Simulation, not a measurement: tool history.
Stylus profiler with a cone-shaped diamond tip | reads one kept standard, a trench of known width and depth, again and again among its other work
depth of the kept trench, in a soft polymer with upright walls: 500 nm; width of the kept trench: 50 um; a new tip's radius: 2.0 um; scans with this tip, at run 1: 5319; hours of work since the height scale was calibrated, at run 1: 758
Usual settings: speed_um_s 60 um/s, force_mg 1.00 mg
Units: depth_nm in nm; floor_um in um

run,hour,speed_um_s,force_mg,scans with this tip,hours of work since the height scale was calibrated,depth_nm,floor_um
1,0.0,60,1.00,5319,758,505.61,46.80
2,40.8,60,1.00,5452,777,505.63,46.64
3,85.8,60,1.00,5599,798,505.71,46.74
4,140.2,60,1.00,5776,823,505.75,46.67
5,184.1,139,1.00,5918,843,505.82,46.38
6,261.8,139,0.40,6171,879,504.22,46.06
7,348.5,70,1.00,6453,920,505.99,46.64
8,401.4,70,1.00,6625,944,505.92,46.62
9,487.3,70,1.00,6905,984,506.06,46.56
10,545.6,70,1.00,7095,1011,506.22,46.61
11,636.9,70,1.00,7392,1053,506.46,46.55
12,691.3,70,1.00,7569,1079,506.03,46.53
13,781.8,70,1.23,7863,1121,506.85,46.53
14,823.0,70,1.23,7997,1140,506.82,46.55
15,911.4,102,0.88,8285,1181,506.11,46.35
16,964.9,171,0.52,8459,1205,505.19,45.85
17,1020.2,101,1.00,8639,1231,506.64,46.38
18,1110.6,44,0.96,8933,1273,506.55,46.56
19,1202.2,44,0.96,9231,1315,506.53,46.53
20,1285.3,15,1.00,9502,1354,506.93,46.64
21,1344.8,175,0.50,9695,1382,505.45,45.67
22,1391.9,61,0.55,9849,1403,505.71,46.34

Run 23 comes next. What will it give?
23,1467.8,61,0.55,10096,1439,?,?

Run 23 gave depth_nm 505.95 nm, floor_um 46.27 um.
Without the tool's hidden state the same run would have given depth_nm 502.78 nm, floor_um 46.98 um.

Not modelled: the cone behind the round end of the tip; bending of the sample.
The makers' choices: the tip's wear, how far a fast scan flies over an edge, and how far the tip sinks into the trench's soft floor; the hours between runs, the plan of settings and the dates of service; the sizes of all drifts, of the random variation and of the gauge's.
